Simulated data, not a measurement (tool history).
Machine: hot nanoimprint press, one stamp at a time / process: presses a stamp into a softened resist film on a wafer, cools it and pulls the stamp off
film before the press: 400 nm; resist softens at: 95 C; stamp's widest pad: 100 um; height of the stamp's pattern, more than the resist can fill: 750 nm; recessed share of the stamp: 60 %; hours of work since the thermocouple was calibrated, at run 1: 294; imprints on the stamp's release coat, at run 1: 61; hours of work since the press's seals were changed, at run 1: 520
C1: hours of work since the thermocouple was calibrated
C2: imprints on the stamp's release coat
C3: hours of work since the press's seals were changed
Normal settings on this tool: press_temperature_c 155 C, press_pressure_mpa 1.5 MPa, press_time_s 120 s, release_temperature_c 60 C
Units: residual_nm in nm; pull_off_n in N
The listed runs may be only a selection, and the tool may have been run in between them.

{"run": 1, "hour": 0.0, "press_temperature_c": 155, "press_pressure_mpa": 1.5, "press_time_s": 120, "release_temperature_c": 60, "C1": 294, "C2": 61, "C3": 520, "residual_nm": 186.9, "pull_off_n": 110}
{"run": 2, "hour": 10.3, "press_temperature_c": 155, "press_pressure_mpa": 1.5, "press_time_s": 207, "release_temperature_c": 60, "C1": 299, "C2": 95, "C3": 525, "residual_nm": 151.1, "pull_off_n": 109}
{"run": 3, "hour": 35.4, "press_temperature_c": 155, "press_pressure_mpa": 1.5, "press_time_s": 120, "release_temperature_c": 46, "C1": 312, "C2": 178, "C3": 538, "residual_nm": 186.3, "pull_off_n": 140}
{"run": 4, "hour": 57.3, "press_temperature_c": 155, "press_pressure_mpa": 1.5, "press_time_s": 111, "release_temperature_c": 60, "C1": 324, "C2": 251, "C3": 549, "residual_nm": 191.8, "pull_off_n": 114}
{"run": 5, "hour": 78.0, "press_temperature_c": 155, "press_pressure_mpa": 1.5, "press_time_s": 111, "release_temperature_c": 60, "C1": 334, "C2": 320, "C3": 560, "residual_nm": 193.7, "pull_off_n": 119}
{"run": 6, "hour": 94.2, "press_temperature_c": 155, "press_pressure_mpa": 1.5, "press_time_s": 120, "release_temperature_c": 60, "C1": 343, "C2": 373, "C3": 568, "residual_nm": 186, "pull_off_n": 126}
{"run": 7, "hour": 113.7, "press_temperature_c": 155, "press_pressure_mpa": 1.5, "press_time_s": 120, "release_temperature_c": 60, "C1": 353, "C2": 438, "C3": 578, "residual_nm": 185.3, "pull_off_n": 122}
{"run": 8, "hour": 125.3, "press_temperature_c": 155, "press_pressure_mpa": 1.5, "press_time_s": 120, "release_temperature_c": 60, "C1": 359, "C2": 477, "C3": 584, "residual_nm": 184.7, "pull_off_n": 125}
{"run": 9, "hour": 138.7, "press_temperature_c": 163, "press_pressure_mpa": 1.5, "press_time_s": 120, "release_temperature_c": 60, "C1": 366, "C2": 521, "C3": 591, "residual_nm": 113.6, "pull_off_n": 131}
{"run": 10, "hour": 154.3, "press_temperature_c": 155, "press_pressure_mpa": 1.5, "press_time_s": 73, "release_temperature_c": 60, "C1": 374, "C2": 573, "C3": 599, "residual_nm": 220.1, "pull_off_n": 124}
{"run": 11, "hour": 179.6, "press_temperature_c": 155, "press_pressure_mpa": 1.5, "press_time_s": 73, "release_temperature_c": 60, "C1": 387, "C2": 657, "C3": 613, "residual_nm": 216.3, "pull_off_n": 128}
{"run": 12, "hour": 190.6, "press_temperature_c": 155, "press_pressure_mpa": 1.5, "press_time_s": 98, "release_temperature_c": 60, "C1": 392, "C2": 693, "C3": 618, "residual_nm": 198.3, "pull_off_n": 136}
{"run": 13, "hour": 201.1, "press_temperature_c": 155, "press_pressure_mpa": 1.5, "press_time_s": 98, "release_temperature_c": 60, "C1": 398, "C2": 728, "C3": 624, "residual_nm": 197.1, "pull_off_n": 135}
{"run": 14, "hour": 212.9, "press_temperature_c": 155, "press_pressure_mpa": 1.5, "press_time_s": 98, "release_temperature_c": 60, "C1": 404, "C2": 767, "C3": 630, "residual_nm": 196.8, "pull_off_n": 137}
{"run": 15, "hour": 233.6, "press_temperature_c": 155, "press_pressure_mpa": 1.5, "press_time_s": 111, "release_temperature_c": 60, "C1": 415, "C2": 836, "C3": 640, "residual_nm": 187.5, "pull_off_n": 141}
{"run": 16, "hour": 256.5, "press_temperature_c": 152, "press_pressure_mpa": 2.23, "press_time_s": 179, "release_temperature_c": 65, "C1": 427, "C2": 912, "C3": 652, "residual_nm": 157.7, "pull_off_n": 133}
{"run": 17, "hour": 278.0, "press_temperature_c": 155, "press_pressure_mpa": 1.5, "press_time_s": 153, "release_temperature_c": 65, "C1": 438, "C2": 983, "C3": 663, "residual_nm": 164.9, "pull_off_n": 136}
{"run": 18, "hour": 289.0, "press_temperature_c": 144, "press_pressure_mpa": 1.46, "press_time_s": 120, "release_temperature_c": 58, "C1": 443, "C2": 1020, "C3": 669, "residual_nm": 317.3, "pull_off_n": 153}
{"hour": 294.3, "done": "plate thermocouple calibrated"}
{"run": 19, "hour": 316.6, "press_temperature_c": 144, "press_pressure_mpa": 1.46, "press_time_s": 120, "release_temperature_c": 58, "C1": 11, "C2": 1101, "C3": 682, "residual_nm": 304.6, "pull_off_n": 150}
{"run": 20, "hour": 327.7, "press_temperature_c": 165, "press_pressure_mpa": 1.37, "press_time_s": 230, "release_temperature_c": 57, "C1": 17, "C2": 1138, "C3": 687, "residual_nm": 72.5, "pull_off_n": 153}
{"run": 21, "hour": 350.9, "press_temperature_c": 155, "press_pressure_mpa": 2.27, "press_time_s": 120, "release_temperature_c": 60, "C1": 29, "C2": 1215, "C3": 699, "residual_nm": 138.1, "pull_off_n": 157}
{"hour": 363.6, "done": "plate thermocouple calibrated, once more"}
{"run": 22, "hour": 367.2, "press_temperature_c": 155, "press_pressure_mpa": 1.07, "press_time_s": 83, "release_temperature_c": 60, "C1": 2, "C2": 1259, "C3": 706, "residual_nm": 262.8, "pull_off_n": 163}
{"run": 23, "hour": 383.1, "press_temperature_c": 148, "press_pressure_mpa": 0.93, "press_time_s": 202, "release_temperature_c": 59, "C1": 10, "C2": 1312, "C3": 715, "residual_nm": 292.7, "pull_off_n": 166}
{"run": 24, "hour": 398.0, "press_temperature_c": 145, "press_pressure_mpa": 0.94, "press_time_s": 180, "release_temperature_c": 54, "C1": 18, "C2": 1362, "C3": 722, "residual_nm": 330.3, "pull_off_n": 180}
{"run": 25, "hour": 413.7, "press_temperature_c": 158, "press_pressure_mpa": 1.5, "press_time_s": 120, "release_temperature_c": 51, "C1": 26, "C2": 1414, "C3": 730, "residual_nm": 170.6, "pull_off_n": 182}
{"run": 26, "hour": 432.4, "press_temperature_c": 150, "press_pressure_mpa": 1.43, "press_time_s": 74, "release_temperature_c": 62, "C1": 36, "C2": 1476, "C3": 740, "residual_nm": 304.3, "pull_off_n": 168}
{"run": 27, "hour": 446.0, "press_temperature_c": 146, "press_pressure_mpa": 2.1, "press_time_s": 195, "release_temperature_c": 47, "C1": 43, "C2": 1521, "C3": 747, "residual_nm": 259.1, "pull_off_n": 198}

How would selected steps in residual_nm from run to run divide? Give the signed amount a tool lacking its hidden state would still show from settings, what came in and random variation, and the signed amount left for the hidden state, including any gauge scatter that is not in both of the compared results.
Hidden state present: true temperature over the reading, C; pressure that arrives at the usual setting, %; grip of the stamp's worn release coat, % over a new coat's; drift of the gauge itself on residual_nm, %; drift of the gauge itself on pull_off_n, %.
Run 19 -> 20: press_temperature_c 144 -> 165, press_pressure_mpa 1.46 -> 1.37, press_time_s 120 -> 230, release_temperature_c 58 -> 57. residual_nm -232.1 nm: hidden state +18.7, all else -250.8.
Run 21 -> 22: press_pressure_mpa 2.27 -> 1.07, press_time_s 120 -> 83, plate thermocouple calibrated, once more. residual_nm +124.7 nm: hidden state +31.6, all else +93.1.
Run 24 -> 25: press_temperature_c 145 -> 158, press_pressure_mpa 0.94 -> 1.5, press_time_s 180 -> 120, release_temperature_c 54 -> 51. residual_nm -159.7 nm: hidden state +1.6, all else -161.3.
